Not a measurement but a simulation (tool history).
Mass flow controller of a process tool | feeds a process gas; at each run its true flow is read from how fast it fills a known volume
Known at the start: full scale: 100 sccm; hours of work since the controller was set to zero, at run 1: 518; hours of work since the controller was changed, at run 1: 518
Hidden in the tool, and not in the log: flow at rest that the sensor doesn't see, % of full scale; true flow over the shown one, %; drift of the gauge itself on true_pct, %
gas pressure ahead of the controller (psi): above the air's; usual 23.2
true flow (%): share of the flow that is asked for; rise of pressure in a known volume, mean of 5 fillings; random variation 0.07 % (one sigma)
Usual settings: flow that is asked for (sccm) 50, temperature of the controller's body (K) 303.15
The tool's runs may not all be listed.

run,hour,flow that is asked for (sccm),gas pressure ahead of the controller (psi),temperature of the controller's body (K),hours of work since the controller was set to zero,hours of work since the controller was changed,true flow (%)
1,0.0,50,23.2,303.15,518,518,98.72
2,87.9,50,24.1,303.15,581,581,98.76
3,170.0,50,24.1,303.15,639,639,98.83
4,301.9,57,23.2,303.15,733,733,99.05
5,387.4,57,23.2,303.15,793,793,98.96
6,506.3,19,23.2,303.15,878,878,98.90
7,570.9,19,23.2,303.15,924,924,98.79
8,658.8,50,23.2,303.15,986,986,99.00
9,754.7,50,23.2,303.15,1054,1054,99.04
10,825.2,50,23.2,303.15,1104,1104,99.15
11,928.3,50,23.2,303.15,1177,1177,99.06
12,1071.9,50,23.2,303.15,1279,1279,99.14
13,1160.6,44,23.2,303.15,1342,1342,99.07
14,1308.2,44,23.2,303.15,1447,1447,99.17
15,1404.6,44,23.2,303.15,1515,1515,99.16
16,1526.9,44,23.2,303.15,1602,1602,99.21
17,1653.4,50,23.2,303.15,1692,1692,99.28
# hour 1661.1: controller's zero set anew
18,1793.0,50,23.2,303.15,94,1791,99.63
19,1898.9,50,23.2,303.15,169,1866,99.60
# hour 1968.7: controller's zero set anew, once more
20,2027.3,50,23.2,303.15,42,1957,99.01
21,2160.0,50,23.2,303.15,136,2051,98.89
22,2306.6,50,23.2,303.15,240,2155,99.01
23,2393.8,50,29.2,303.15,302,2217,99.46
24,2507.2,12,35.5,298.15,382,2297,99.63
25,2573.1,12,35.5,298.15,429,2344,99.77
26,2709.4,37,35.5,304.15,526,2441,99.43
27,2786.8,37,35.5,304.15,581,2496,99.46
28,2869.1,83,23.2,303.15,639,2554,99.91
29,3001.5,12,34.5,298.15,733,2648,100.24
30,3141.4,10,31.6,309.15,832,2747,99.86
31,3275.2,10,31.6,309.15,927,2842,100.14
32,3398.1,10,31.6,309.15,1014,2930,100.13
33,3499.4,10,26.5,309.15,1086,3001,100.05
34,3567.9,50,33.4,303.15,1135,3050,99.98
35,3675.8,50,33.4,303.15,1212,3127,100.01
36,3785.7,50,33.4,303.15,1290,3205,100.04
37,3892.0,22,22.6,303.15,1365,3280,99.44
38,4023.2,22,22.6,303.15,1458,3373,99.63
39,4153.1,22,22.6,303.15,1550,3465,99.71
40,4225.7,17,23.6,300.15,1602,3517,100.36
41,4348.5,41,37.7,298.15,1689,3604,100.58
42,4414.1,23,23.2,299.15,1736,3651,100.06

Forecast each of these 5 alternatives for the next run:
A,4484.1,23,21.0,299.15,1785,3700,?
B,4484.1,50,33.2,305.15,1785,3700,?
C,4484.1,23,23.2,309.15,1785,3700,?
D,4484.1,14,25.2,303.15,1785,3700,?
E,4484.1,50,23.2,296.15,1785,3700,?

run,true flow (%)
A,100.12
B,100.09
C,99.63
D,100.80
E,100.13
Without the tool's hidden state the same runs would have given:
run,true flow (%)
A,97.83
B,98.60
C,97.34
D,97.57
E,98.63
